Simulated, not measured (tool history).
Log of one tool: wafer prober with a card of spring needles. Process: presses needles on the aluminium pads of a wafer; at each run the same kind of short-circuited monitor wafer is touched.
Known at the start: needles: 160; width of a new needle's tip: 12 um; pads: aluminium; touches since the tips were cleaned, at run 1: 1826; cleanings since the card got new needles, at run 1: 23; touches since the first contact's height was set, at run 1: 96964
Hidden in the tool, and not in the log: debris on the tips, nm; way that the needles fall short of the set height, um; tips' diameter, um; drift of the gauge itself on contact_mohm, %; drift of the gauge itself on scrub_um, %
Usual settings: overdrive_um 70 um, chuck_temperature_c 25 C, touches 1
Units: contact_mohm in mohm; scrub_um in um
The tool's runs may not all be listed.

run   hour  overdrive_um  chuck_temperature_c  touches  touches since the tips were cleaned  cleanings since the card got new needles  touches since the first contact's height was set  contact_mohm  scrub_um
  1      0            70                   25        1                                 1826                                        23                                             96964           209      9.13
      10.9  -- tips cleaned on abrasive film
  2     22            70                   25        1                                 2382                                        24                                            101652           268         9
      29.9  -- tips cleaned on abrasive film
      48.7  -- tips cleaned on abrasive film
  3   54.6            70                   25        2                                 1257                                        26                                            108559           190      9.03
      68.8  -- tips cleaned on abrasive film
      88.4  -- tips cleaned on abrasive film
  4   94.5            70                   25        2                                 1300                                        28                                            117049           190      8.88
     106.7  -- tips cleaned on abrasive film
     125.5  -- tips cleaned on abrasive film
  5    130            66                   25        2                                  957                                        30                                            124597           192      8.28
     143.8  -- tips cleaned on abrasive film
  6  160.3            66                   25        2                                 3513                                        31                                            131042           216      8.39
     163.3  -- tips cleaned on abrasive film
       182  -- tips cleaned on abrasive film
     201.3  -- tips cleaned on abrasive film
  7  204.3            66                   25        2                                  629                                        34                                            140388           184      8.27
     219.3  -- tips cleaned on abrasive film
     236.7  -- tips cleaned on abrasive film
  8  244.5            66                   25        2                                 1647                                        36                                            148927           193      8.28
     255.2  -- tips cleaned on abrasive film
     272.8  -- tips cleaned on abrasive film
       291  -- tips cleaned on abrasive film
  9  295.5            70                   25        1                                  964                                        39                                            159767           203      8.75
     299.9  -- tips cleaned on abrasive film, once more
     320.9  -- tips cleaned on abrasive film
 10  331.5            70                   25        2                                 2269                                        41                                            167426           205      8.74
     340.2  -- tips cleaned on abrasive film
 11    354            75                   25        1                                 2942                                        42                                            172207           226      9.43
     358.4  -- tips cleaned on abrasive film
     376.7  -- tips cleaned on abrasive film
 12  388.6            70                   25        1                                 2530                                        44                                            179555           230      8.73
     395.5  -- tips cleaned on abrasive film
     414.2  -- tips cleaned on abrasive film
 13  419.6            70                   25        1                                 1154                                        46                                            186149           204      8.71
     433.7  -- tips cleaned on abrasive film
     451.2  -- tips cleaned on abrasive film
 14  456.9            70                   25        1                                 1216                                        48                                            194074           212      8.65
     468.7  -- tips cleaned on abrasive film
     486.9  -- tips cleaned on abrasive film
 15  502.8            70                   25        1                                 3406                                        50                                            203848           239      8.63
     505.6  -- tips cleaned on abrasive film
     523.3  -- tips cleaned on abrasive film
 16  528.6            51                   25        1                                 1122                                        52                                            209302           237      6.02
     542.8  -- tips cleaned on abrasive film
 17  557.7            51                   25        1                                 3188                                        53                                            215510           307      6.04
     561.1  -- tips cleaned on abrasive film
     582.1  -- tips cleaned on abrasive film
 18  583.3            83                   44        1                                  252                                        55                                            220941           187     10.26
     602.1  -- tips cleaned on abrasive film
 19  609.8            70                   70        1                                 1631                                        56                                            226572           227      8.61
     622.1  -- tips cleaned on abrasive film
 20  637.8            70                   70        1                                 3361                                        57                                            232547           254      8.46
     641.4  -- tips cleaned on abrasive film
     660.8  -- tips cleaned on abrasive film
     682.3  -- tips cleaned on abrasive film
 21  686.7            81                   25        1                                  929                                        60                                            242920           200      9.97
     692.2  -- height of the first contact set anew
     703.3  -- tips cleaned on abrasive film
 22  709.8            81                   37        1                                 1383                                        61                                              3746           200     10.82
     722.3  -- tips cleaned on abrasive film
 23  731.4            81                   37        1                                 1937                                        62                                              8337           208     10.87
     742.4  -- tips cleaned on abrasive film
     760.9  -- tips cleaned on abrasive film
 24  767.3            83                   87        2                                 1384                                        64                                             15973           198     11.07
     781.4  -- tips cleaned on abrasive film
     802.1  -- tips cleaned on abrasive film
 25  809.4            61                   87        1                                 1558                                        66                                             24910           236       8.1
     820.1  -- tips cleaned on abrasive film
     840.8  -- tips cleaned on abrasive film
 26  857.9            82                   25        1                                 3644                                        68                                             35240           223     10.95
     860.5  -- tips cleaned on abrasive film
     878.1  -- tips cleaned on abrasive film
     898.2  -- tips cleaned on abrasive film
 27  904.1            80                   78        3                                 1270                                        71                                             45053           194     10.63
     916.1  -- tips cleaned on abrasive film
       937  -- tips cleaned on abrasive film
     955.4  -- tips cleaned on abrasive film
 28  956.1            50                   54        1                                  162                                        74                                             56108           204      6.63
     973.7  -- tips cleaned on abrasive film
     992.6  -- tips cleaned on abrasive film
 29  992.6            89                   26        2                                    8                                        76                                             63864           172     11.69

Hidden state or all else? Some run-to-run changes of contact_mohm, split into what the settings, what came in and random variation would give without the hidden state, and what is left for the hidden state (with any gauge scatter that isn't in both results):
Run 2 -> 3: touches 1 -> 2, tips cleaned on abrasive film, tips cleaned on abrasive film. contact_mohm -78 mohm: hidden state -74, all else -4.
Run 17 -> 18: overdrive_um 51 -> 83, chuck_temperature_c 25 -> 44, tips cleaned on abrasive film, tips cleaned on abrasive film. contact_mohm -120 mohm: hidden state -118, all else -2.
